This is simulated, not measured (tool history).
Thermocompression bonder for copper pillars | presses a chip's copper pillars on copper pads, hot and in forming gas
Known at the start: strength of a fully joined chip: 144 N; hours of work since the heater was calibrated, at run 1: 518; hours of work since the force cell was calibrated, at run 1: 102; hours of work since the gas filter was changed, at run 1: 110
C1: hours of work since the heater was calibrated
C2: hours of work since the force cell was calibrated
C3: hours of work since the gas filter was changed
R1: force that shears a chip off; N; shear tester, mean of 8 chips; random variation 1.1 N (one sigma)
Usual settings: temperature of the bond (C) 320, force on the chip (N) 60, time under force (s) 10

{"run": 1, "hour": 0.0, "temperature of the bond (C)": 320, "force on the chip (N)": 60, "time under force (s)": 10, "C1": 518, "C2": 102, "C3": 110, "R1": 96.9}
{"run": 2, "hour": 10.6, "temperature of the bond (C)": 320, "force on the chip (N)": 60, "time under force (s)": 14, "C1": 522, "C2": 106, "C3": 114, "R1": 105.2}
{"run": 3, "hour": 20.1, "temperature of the bond (C)": 320, "force on the chip (N)": 46, "time under force (s)": 10, "C1": 527, "C2": 110, "C3": 118, "R1": 84.5}
{"run": 4, "hour": 25.9, "temperature of the bond (C)": 320, "force on the chip (N)": 60, "time under force (s)": 10, "C1": 529, "C2": 113, "C3": 121, "R1": 98.4}
{"run": 5, "hour": 36.5, "temperature of the bond (C)": 320, "force on the chip (N)": 60, "time under force (s)": 10, "C1": 534, "C2": 118, "C3": 126, "R1": 96.7}
{"run": 6, "hour": 45.1, "temperature of the bond (C)": 320, "force on the chip (N)": 60, "time under force (s)": 10, "C1": 538, "C2": 121, "C3": 129, "R1": 95.8}
{"run": 7, "hour": 55.5, "temperature of the bond (C)": 320, "force on the chip (N)": 60, "time under force (s)": 10, "C1": 542, "C2": 126, "C3": 134, "R1": 98.6}
{"run": 8, "hour": 61.1, "temperature of the bond (C)": 320, "force on the chip (N)": 60, "time under force (s)": 10, "C1": 545, "C2": 129, "C3": 137, "R1": 97.3}
{"run": 9, "hour": 73.6, "temperature of the bond (C)": 320, "force on the chip (N)": 60, "time under force (s)": 10, "C1": 550, "C2": 134, "C3": 142, "R1": 99.3}
{"run": 10, "hour": 86.9, "temperature of the bond (C)": 320, "force on the chip (N)": 60, "time under force (s)": 10, "C1": 556, "C2": 140, "C3": 148, "R1": 96.9}
{"run": 11, "hour": 95.8, "temperature of the bond (C)": 320, "force on the chip (N)": 60, "time under force (s)": 10, "C1": 560, "C2": 144, "C3": 152, "R1": 97.5}
{"run": 12, "hour": 103.6, "temperature of the bond (C)": 320, "force on the chip (N)": 60, "time under force (s)": 10, "C1": 564, "C2": 147, "C3": 155, "R1": 96.8}
{"run": 13, "hour": 109.7, "temperature of the bond (C)": 320, "force on the chip (N)": 60, "time under force (s)": 10, "C1": 566, "C2": 150, "C3": 158, "R1": 95.7}
{"run": 14, "hour": 123.1, "temperature of the bond (C)": 320, "force on the chip (N)": 60, "time under force (s)": 10, "C1": 572, "C2": 156, "C3": 164, "R1": 96.6}
{"run": 15, "hour": 130.9, "temperature of the bond (C)": 320, "force on the chip (N)": 60, "time under force (s)": 10, "C1": 576, "C2": 159, "C3": 167, "R1": 97.5}
{"run": 16, "hour": 138.3, "temperature of the bond (C)": 341, "force on the chip (N)": 61, "time under force (s)": 10, "C1": 579, "C2": 163, "C3": 171, "R1": 111.3}
{"run": 17, "hour": 145.0, "temperature of the bond (C)": 341, "force on the chip (N)": 61, "time under force (s)": 10, "C1": 582, "C2": 166, "C3": 174, "R1": 110.7}
{"run": 18, "hour": 158.6, "temperature of the bond (C)": 341, "force on the chip (N)": 61, "time under force (s)": 10, "C1": 588, "C2": 172, "C3": 180, "R1": 114.7}
{"run": 19, "hour": 166.4, "temperature of the bond (C)": 298, "force on the chip (N)": 46, "time under force (s)": 10, "C1": 591, "C2": 175, "C3": 183, "R1": 68.9}
{"run": 20, "hour": 179.7, "temperature of the bond (C)": 296, "force on the chip (N)": 46, "time under force (s)": 7, "C1": 597, "C2": 181, "C3": 189, "R1": 58.9}
{"run": 21, "hour": 187.6, "temperature of the bond (C)": 296, "force on the chip (N)": 46, "time under force (s)": 7, "C1": 601, "C2": 184, "C3": 192, "R1": 59.5}
{"run": 22, "hour": 198.9, "temperature of the bond (C)": 296, "force on the chip (N)": 46, "time under force (s)": 7, "C1": 606, "C2": 189, "C3": 197, "R1": 59.5}
{"run": 23, "hour": 208.3, "temperature of the bond (C)": 296, "force on the chip (N)": 46, "time under force (s)": 7, "C1": 610, "C2": 194, "C3": 202, "R1": 58.9}
{"run": 24, "hour": 216.1, "temperature of the bond (C)": 324, "force on the chip (N)": 75, "time under force (s)": 19, "C1": 613, "C2": 197, "C3": 205, "R1": 123.6}
{"run": 25, "hour": 223.1, "temperature of the bond (C)": 320, "force on the chip (N)": 38, "time under force (s)": 9, "C1": 616, "C2": 200, "C3": 208, "R1": 71.8}
{"run": 26, "hour": 230.2, "temperature of the bond (C)": 320, "force on the chip (N)": 38, "time under force (s)": 9, "C1": 619, "C2": 203, "C3": 211, "R1": 71.1}
{"run": 27, "hour": 239.3, "temperature of the bond (C)": 326, "force on the chip (N)": 76, "time under force (s)": 10, "C1": 623, "C2": 207, "C3": 215, "R1": 111.5}

Forecast each of these 3 alternatives for the next run:
{"run": "A", "hour": 249.6, "temperature of the bond (C)": 320, "force on the chip (N)": 80, "time under force (s)": 11, "C1": 628, "C2": 212, "C3": 220, "R1": "?"}
{"run": "B", "hour": 249.6, "temperature of the bond (C)": 291, "force on the chip (N)": 38, "time under force (s)": 7, "C1": 628, "C2": 212, "C3": 220, "R1": "?"}
{"run": "C", "hour": 249.6, "temperature of the bond (C)": 333, "force on the chip (N)": 50, "time under force (s)": 30, "C1": 628, "C2": 212, "C3": 220, "R1": "?"}

run=A R1=112.6
run=B R1=49.5
run=C R1=124.0
Without the tool's hidden state the same runs would have given:
run=A R1=113.5
run=B R1=49.8
run=C R1=125.0
